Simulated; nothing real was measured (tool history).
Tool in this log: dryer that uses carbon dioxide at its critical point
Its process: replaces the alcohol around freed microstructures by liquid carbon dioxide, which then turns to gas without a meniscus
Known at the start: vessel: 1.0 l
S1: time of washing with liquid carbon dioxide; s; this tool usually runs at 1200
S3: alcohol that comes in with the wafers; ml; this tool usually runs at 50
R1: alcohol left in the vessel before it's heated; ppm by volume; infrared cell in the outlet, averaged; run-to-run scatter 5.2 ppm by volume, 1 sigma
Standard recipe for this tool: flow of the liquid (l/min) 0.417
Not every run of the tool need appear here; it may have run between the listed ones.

run 1 hour=0 | S1=1200 flow_of_the_liquid_(l/min)=0.417 S3=50 | R1=97
run 2 hour=28.3 | S1=1200 flow_of_the_liquid_(l/min)=0.417 S3=50 | R1=88
run 3 hour=48.9 | S1=1200 flow_of_the_liquid_(l/min)=0.417 S3=50 | R1=95
run 4 hour=76.8 | S1=1200 flow_of_the_liquid_(l/min)=0.417 S3=50 | R1=97
run 5 hour=105.3 | S1=1200 flow_of_the_liquid_(l/min)=0.417 S3=50 | R1=101
run 6 hour=128 | S1=1200 flow_of_the_liquid_(l/min)=0.417 S3=25 | R1=54
run 7 hour=163.4 | S1=1200 flow_of_the_liquid_(l/min)=0.417 S3=40 | R1=90
run 8 hour=185.8 | S1=1200 flow_of_the_liquid_(l/min)=0.417 S3=40 | R1=79

What does the tool deliver on the next run?
run 9 hour=203.8 | S1=1200 flow_of_the_liquid_(l/min)=0.417 S3=40 | R1=?

For run 9 the tool returned R1 89 ppm by volume.
Were there no unlogged condition in the tool, this run, its random variation unchanged, would have produced R1 67 ppm by volume.
